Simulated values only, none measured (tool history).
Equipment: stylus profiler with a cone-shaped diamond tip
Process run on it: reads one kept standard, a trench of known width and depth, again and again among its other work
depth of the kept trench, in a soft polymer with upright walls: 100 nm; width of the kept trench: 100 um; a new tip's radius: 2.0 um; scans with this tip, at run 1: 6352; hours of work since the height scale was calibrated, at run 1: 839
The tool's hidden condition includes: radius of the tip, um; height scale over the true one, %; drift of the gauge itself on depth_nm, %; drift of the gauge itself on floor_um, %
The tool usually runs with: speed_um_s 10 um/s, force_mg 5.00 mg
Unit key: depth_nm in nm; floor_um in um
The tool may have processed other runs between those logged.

| run | hour | speed_um_s | force_mg | scans with this tip | hours of work since the height scale was calibrated | depth_nm | floor_um |
|---|---|---|---|---|---|---|---|
| 1 | 0.0 | 10 | 5.00 | 6352 | 839 | 102.73 | 98.68 |
| 2 | 42.0 | 10 | 2.48 | 6599 | 872 | 101.72 | 98.72 |
| 3 | 98.6 | 10 | 5.00 | 6931 | 915 | 102.76 | 98.69 |
| 4 | 143.0 | 10 | 5.00 | 7191 | 950 | 102.82 | 98.76 |
| 5 | 202.6 | 10 | 5.00 | 7541 | 996 | 102.82 | 98.66 |
| 6 | 249.9 | 10 | 5.00 | 7818 | 1033 | 102.83 | 98.70 |
| 7 | 284.6 | 10 | 5.00 | 8022 | 1060 | 102.78 | 98.71 |
| 8 | 341.0 | 10 | 5.00 | 8353 | 1103 | 102.86 | 98.69 |
|  | 355.2 | height scale calibrated on a step standard |
| 9 | 379.1 | 10 | 3.04 | 8574 | 18 | 101.95 | 98.68 |
| 10 | 425.5 | 6 | 5.00 | 8846 | 54 | 102.73 | 98.72 |
| 11 | 465.2 | 17 | 5.00 | 9079 | 85 | 102.79 | 98.64 |
| 12 | 521.0 | 17 | 5.00 | 9406 | 128 | 102.76 | 98.69 |
| 13 | 581.2 | 17 | 5.00 | 9759 | 175 | 102.82 | 98.67 |
| 14 | 640.9 | 10 | 5.00 | 10110 | 221 | 102.82 | 98.72 |
| 15 | 677.8 | 10 | 5.00 | 10326 | 250 | 102.81 | 98.69 |
| 16 | 721.0 | 10 | 5.00 | 10580 | 283 | 102.78 | 98.66 |
| 17 | 766.4 | 10 | 5.00 | 10846 | 319 | 102.84 | 98.74 |
| 18 | 820.7 | 10 | 5.00 | 11165 | 361 | 102.77 | 98.73 |
| 19 | 864.7 | 10 | 5.00 | 11423 | 395 | 102.79 | 98.75 |
| 20 | 912.7 | 10 | 5.00 | 11705 | 432 | 102.77 | 98.65 |
| 21 | 958.6 | 34 | 5.00 | 11974 | 468 | 102.80 | 98.60 |
| 22 | 983.8 | 10 | 2.09 | 12122 | 487 | 101.62 | 98.62 |
| 23 | 1019.4 | 10 | 5.00 | 12331 | 515 | 102.80 | 98.71 |
| 24 | 1062.2 | 25 | 3.06 | 12582 | 548 | 101.97 | 98.60 |
| 25 | 1118.7 | 11 | 5.61 | 12914 | 592 | 103.01 | 98.69 |
| 26 | 1163.7 | 12 | 7.22 | 13178 | 627 | 103.55 | 98.70 |
| 27 | 1209.0 | 12 | 7.22 | 13443 | 662 | 103.57 | 98.63 |
| 28 | 1257.9 | 12 | 7.22 | 13730 | 700 | 103.53 | 98.74 |
| 29 | 1290.2 | 19 | 5.66 | 13920 | 725 | 102.99 | 98.66 |
| 30 | 1334.7 | 9 | 2.58 | 14181 | 759 | 101.87 | 98.71 |
| 31 | 1367.3 | 10 | 1.96 | 14372 | 784 | 101.53 | 98.69 |
| 32 | 1398.0 | 19 | 5.21 | 14552 | 808 | 102.91 | 98.65 |
| 33 | 1441.8 | 19 | 5.21 | 14810 | 842 | 102.91 | 98.68 |
| 34 | 1496.7 | 10 | 12.90 | 15132 | 885 | 105.20 | 98.69 |
| 35 | 1547.1 | 10 | 12.90 | 15427 | 924 | 105.29 | 98.70 |
| 36 | 1580.2 | 29 | 7.36 | 15622 | 949 | 103.58 | 98.65 |
| 37 | 1605.3 | 18 | 13.92 | 15769 | 969 | 105.61 | 98.69 |
| 38 | 1632.0 | 19 | 11.60 | 15925 | 990 | 104.93 | 98.73 |
| 39 | 1679.6 | 19 | 11.60 | 16205 | 1027 | 104.90 | 98.70 |
| 40 | 1721.8 | 23 | 3.05 | 16452 | 1059 | 102.03 | 98.60 |
| 41 | 1768.0 | 6 | 2.89 | 16724 | 1095 | 101.96 | 98.69 |
|  | 1793.0 | height scale calibrated on a step standard |
| 42 | 1827.0 | 9 | 2.89 | 17067 | 26 | 101.94 | 98.65 |
| 43 | 1880.4 | 9 | 2.89 | 17380 | 68 | 101.96 | 98.70 |
| 44 | 1915.9 | 20 | 5.62 | 17589 | 95 | 103.03 | 98.67 |
| 45 | 1953.9 | 14 | 10.40 | 17812 | 125 | 104.54 | 98.70 |
| 46 | 1992.8 | 14 | 10.40 | 18040 | 155 | 104.54 | 98.70 |

Alternative continuations, all from the tool just after run 46; predict every row:
| A | 2020.6 | 4 | 1.72 | 18203 | 176 | ? | ? |
| B | 2020.6 | 4 | 3.53 | 18203 | 176 | ? | ? |
| C | 2020.6 | 40 | 1.81 | 18203 | 176 | ? | ? |
| D | 2020.6 | 14 | 8.37 | 18203 | 176 | ? | ? |

| run | depth_nm | floor_um |
|---|---|---|
| A | 101.45 | 98.69 |
| B | 102.24 | 98.74 |
| C | 101.42 | 98.41 |
| D | 103.98 | 98.64 |
Without the tool's hidden state the same runs would have given:
| run | depth_nm | floor_um |
|---|---|---|
| A | 101.45 | 98.71 |
| B | 102.24 | 98.75 |
| C | 101.42 | 98.43 |
| D | 103.98 | 98.66 |
